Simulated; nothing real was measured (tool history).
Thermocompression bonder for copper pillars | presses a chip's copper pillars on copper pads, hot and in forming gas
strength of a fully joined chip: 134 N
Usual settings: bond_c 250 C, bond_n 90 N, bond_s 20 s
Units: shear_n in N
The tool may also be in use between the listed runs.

run	hour	bond_c	bond_n	bond_s	shear_n
1	0	250	90	20	91.6
2	34	250	55	20	68
3	79.9	250	55	20	67.6
4	115.1	241	55	20	59.4
5	147	241	55	20	59.1
6	184.5	250	90	47	106.2
7	251.3	250	90	47	105.7
8	316.5	250	90	47	106
# hour 339.6: forming gas filter changed
9	355.1	250	90	47	115.6
10	409.1	250	90	47	114.6
11	462	250	90	47	114.9
12	508.9	261	90	47	120.7
13	556.5	250	90	20	94.6
14	617.1	267	90	41	120.2
15	653.8	278	99	14	112.4
16	703.2	239	105	14	83.6
17	741.3	272	104	27	119.5
18	809.1	272	104	27	117.9
19	878.2	272	104	27	117.1
20	938.1	272	104	27	116.7
21	977.9	272	104	27	115.4
22	1030.4	228	91	20	70.7
23	1084.2	250	127	48	116.5
24	1123.1	261	90	20	98.7
# hour 1157.8: forming gas filter changed
25	1171	261	90	20	107.8

Forecast each of these 4 alternatives for the next run:
A	1204.3	266	90	11	?
B	1204.3	261	88	16	?
C	1204.3	250	90	60	?
D	1204.3	224	96	37	?

run	shear_n
A	97.6
B	102.3
C	120.4
D	90.5
Without the tool's hidden state the same runs would have given:
run	shear_n
A	97.4
B	102.1
C	120.5
D	89.7
